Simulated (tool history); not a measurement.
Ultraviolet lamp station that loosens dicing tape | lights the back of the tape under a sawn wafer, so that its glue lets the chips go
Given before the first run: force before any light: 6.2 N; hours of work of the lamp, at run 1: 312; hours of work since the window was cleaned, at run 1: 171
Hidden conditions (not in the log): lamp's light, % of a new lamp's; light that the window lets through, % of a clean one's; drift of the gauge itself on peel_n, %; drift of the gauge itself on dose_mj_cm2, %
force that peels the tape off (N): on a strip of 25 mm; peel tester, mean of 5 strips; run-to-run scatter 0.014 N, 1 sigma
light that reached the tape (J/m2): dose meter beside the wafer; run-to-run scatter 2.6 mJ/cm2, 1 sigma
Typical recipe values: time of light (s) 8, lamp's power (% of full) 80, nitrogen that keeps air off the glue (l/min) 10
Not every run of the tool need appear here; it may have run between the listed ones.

| run | hour | time of light (s) | lamp's power (% of full) | nitrogen that keeps air off the glue (l/min) | hours of work of the lamp | hours of work since the window was cleaned | force that peels the tape off (N) | light that reached the tape (J/m2) |
|---|---|---|---|---|---|---|---|---|
| 1 | 0 | 8 | 80 | 10 | 312 | 171 | 0.65 | 3190 |
| 2 | 10.6 | 8 | 80 | 10 | 320 | 179 | 0.691 | 3230 |
| 3 | 21.2 | 8 | 80 | 10 | 327 | 187 | 0.682 | 3230 |
| 4 | 29.3 | 8 | 80 | 10 | 333 | 193 | 0.68 | 3230 |
| 5 | 35.3 | 8 | 80 | 10 | 338 | 198 | 0.684 | 3220 |
| 6 | 44.6 | 8 | 80 | 10 | 345 | 205 | 0.688 | 3250 |
| 7 | 49 | 8 | 80 | 10 | 348 | 208 | 0.653 | 3210 |
| 8 | 57 | 8 | 80 | 10 | 354 | 214 | 0.674 | 3190 |
| 9 | 64.2 | 8 | 80 | 10 | 359 | 219 | 0.693 | 3260 |
| 10 | 74.2 | 8 | 80 | 10 | 367 | 227 | 0.657 | 3200 |
| 11 | 79.3 | 8 | 80 | 3 | 370 | 230 | 1.293 | 3200 |
| 12 | 88.2 | 8 | 80 | 10 | 377 | 237 | 0.686 | 3260 |
| 13 | 93 | 8 | 80 | 10 | 381 | 240 | 0.639 | 3220 |
| 14 | 98.3 | 8 | 86 | 10 | 385 | 244 | 0.583 | 3450 |
| 15 | 103.6 | 8 | 86 | 10 | 388 | 248 | 0.547 | 3430 |
| 16 | 109.2 | 8 | 86 | 10 | 393 | 253 | 0.583 | 3480 |
| 17 | 116.6 | 12 | 80 | 10 | 398 | 258 | 0.279 | 4840 |
| 18 | 121.3 | 12 | 80 | 10 | 402 | 261 | 0.254 | 4840 |
| 19 | 131.9 | 12 | 80 | 12 | 410 | 269 | 0.238 | 4830 |
| 20 | 137.1 | 12 | 80 | 12 | 413 | 273 | 0.231 | 4880 |
| 21 | 142.4 | 8 | 65 | 10 | 417 | 277 | 1.01 | 2620 |
| 22 | 151.9 | 8 | 65 | 10 | 424 | 284 | 0.97 | 2610 |
| 23 | 159.5 | 8 | 65 | 10 | 430 | 290 | 0.977 | 2600 |
| 24 | 163.8 | 10 | 68 | 17 | 433 | 293 | 0.423 | 3440 |
|  | 165.6 | window cleaned of glue's vapour |
| 25 | 171.5 | 6 | 67 | 7 | 438 | 4 | 1.685 | 2020 |
| 26 | 179.7 | 6 | 99 | 4 | 445 | 10 | 1.327 | 3010 |
| 27 | 189.8 | 5 | 76 | 8 | 452 | 18 | 1.722 | 1910 |
| 28 | 199.1 | 10 | 76 | 4 | 459 | 25 | 0.88 | 3840 |
| 29 | 209.5 | 9 | 96 | 4 | 467 | 33 | 0.672 | 4360 |
| 30 | 214.2 | 9 | 96 | 4 | 470 | 36 | 0.686 | 4400 |
| 31 | 220.6 | 9 | 93 | 4 | 475 | 41 | 0.686 | 4210 |
| 32 | 231.1 | 9 | 93 | 4 | 483 | 49 | 0.706 | 4190 |

Estimate the outcome of run 33 from the log above:
| 33 | 238.4 | 9 | 93 | 4 | 488 | 54 | ? | ? |

Run 33 measured force that peels the tape off (N) 0.742, light that reached the tape (J/m2) 4180.
The same run, on a tool lacking any hidden state, would have yielded force that peels the tape off (N) 0.74, light that reached the tape (J/m2) 4190.

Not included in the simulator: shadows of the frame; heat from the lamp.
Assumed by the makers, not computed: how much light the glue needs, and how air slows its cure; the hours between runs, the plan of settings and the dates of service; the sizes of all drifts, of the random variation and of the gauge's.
